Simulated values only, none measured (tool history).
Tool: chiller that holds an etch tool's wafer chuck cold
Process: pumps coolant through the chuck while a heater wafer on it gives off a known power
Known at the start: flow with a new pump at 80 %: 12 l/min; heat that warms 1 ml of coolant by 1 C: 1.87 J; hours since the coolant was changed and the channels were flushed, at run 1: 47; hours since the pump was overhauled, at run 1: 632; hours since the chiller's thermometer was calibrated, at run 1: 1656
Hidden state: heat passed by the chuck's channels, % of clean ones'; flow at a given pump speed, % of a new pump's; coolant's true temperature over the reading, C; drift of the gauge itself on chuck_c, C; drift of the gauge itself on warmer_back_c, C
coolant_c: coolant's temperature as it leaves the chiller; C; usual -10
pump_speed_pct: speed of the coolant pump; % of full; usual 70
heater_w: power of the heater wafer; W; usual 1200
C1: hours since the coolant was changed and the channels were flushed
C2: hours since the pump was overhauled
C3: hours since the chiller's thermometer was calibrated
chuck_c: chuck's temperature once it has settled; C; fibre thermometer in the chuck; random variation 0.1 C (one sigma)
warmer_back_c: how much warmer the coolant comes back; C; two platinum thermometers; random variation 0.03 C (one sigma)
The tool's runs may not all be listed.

{"run": 1, "hour": 0.0, "coolant_c": -10, "pump_speed_pct": 70, "heater_w": 1200, "C1": 47, "C2": 632, "C3": 1656, "chuck_c": 3.9, "warmer_back_c": 3.75}
{"run": 2, "hour": 29.1, "coolant_c": -10, "pump_speed_pct": 70, "heater_w": 1200, "C1": 76, "C2": 661, "C3": 1685, "chuck_c": 3.9, "warmer_back_c": 3.8}
{"run": 3, "hour": 46.0, "coolant_c": -10, "pump_speed_pct": 70, "heater_w": 1200, "C1": 93, "C2": 678, "C3": 1702, "chuck_c": 3.9, "warmer_back_c": 3.85}
{"run": 4, "hour": 81.1, "coolant_c": -10, "pump_speed_pct": 70, "heater_w": 1200, "C1": 128, "C2": 713, "C3": 1737, "chuck_c": 4.2, "warmer_back_c": 3.78}
{"run": 5, "hour": 98.0, "coolant_c": -10, "pump_speed_pct": 70, "heater_w": 1200, "C1": 145, "C2": 730, "C3": 1754, "chuck_c": 4.1, "warmer_back_c": 3.81}
{"run": 6, "hour": 138.3, "coolant_c": -7, "pump_speed_pct": 70, "heater_w": 1200, "C1": 185, "C2": 770, "C3": 1794, "chuck_c": 7.1, "warmer_back_c": 3.85}
{"run": 7, "hour": 162.3, "coolant_c": -7, "pump_speed_pct": 68, "heater_w": 1200, "C1": 209, "C2": 794, "C3": 1818, "chuck_c": 7.3, "warmer_back_c": 3.95}
{"run": 8, "hour": 179.4, "coolant_c": -1, "pump_speed_pct": 88, "heater_w": 849, "C1": 226, "C2": 812, "C3": 1836, "chuck_c": 7.0, "warmer_back_c": 2.03}
{"run": 9, "hour": 201.3, "coolant_c": -1, "pump_speed_pct": 88, "heater_w": 849, "C1": 248, "C2": 833, "C3": 1857, "chuck_c": 7.3, "warmer_back_c": 2.09}
{"run": 10, "hour": 224.3, "coolant_c": -5, "pump_speed_pct": 84, "heater_w": 1085, "C1": 271, "C2": 856, "C3": 1880, "chuck_c": 5.8, "warmer_back_c": 2.79}
{"run": 11, "hour": 241.4, "coolant_c": -5, "pump_speed_pct": 84, "heater_w": 1085, "C1": 288, "C2": 874, "C3": 1898, "chuck_c": 5.9, "warmer_back_c": 2.79}

Forecast each of these 4 alternatives for the next run:
{"run": "A", "hour": 274.5, "coolant_c": -6, "pump_speed_pct": 80, "heater_w": 1200, "C1": 321, "C2": 907, "C3": 1931, "chuck_c": "?", "warmer_back_c": "?"}
{"run": "B", "hour": 274.5, "coolant_c": -8, "pump_speed_pct": 75, "heater_w": 1686, "C1": 321, "C2": 907, "C3": 1931, "chuck_c": "?", "warmer_back_c": "?"}
{"run": "C", "hour": 274.5, "coolant_c": -18, "pump_speed_pct": 89, "heater_w": 1085, "C1": 321, "C2": 907, "C3": 1931, "chuck_c": "?", "warmer_back_c": "?"}
{"run": "D", "hour": 274.5, "coolant_c": -10, "pump_speed_pct": 95, "heater_w": 1200, "C1": 321, "C2": 907, "C3": 1931, "chuck_c": "?", "warmer_back_c": "?"}

run=A chuck_c=6.5 warmer_back_c=3.25
run=B chuck_c=10.9 warmer_back_c=4.93
run=C chuck_c=-7.6 warmer_back_c=2.64
run=D chuck_c=0.8 warmer_back_c=2.64
Without the tool's hidden state the same runs would have given:
run=A chuck_c=6.3 warmer_back_c=3.18
run=B chuck_c=10.5 warmer_back_c=4.82
run=C chuck_c=-7.7 warmer_back_c=2.58
run=D chuck_c=0.7 warmer_back_c=2.58
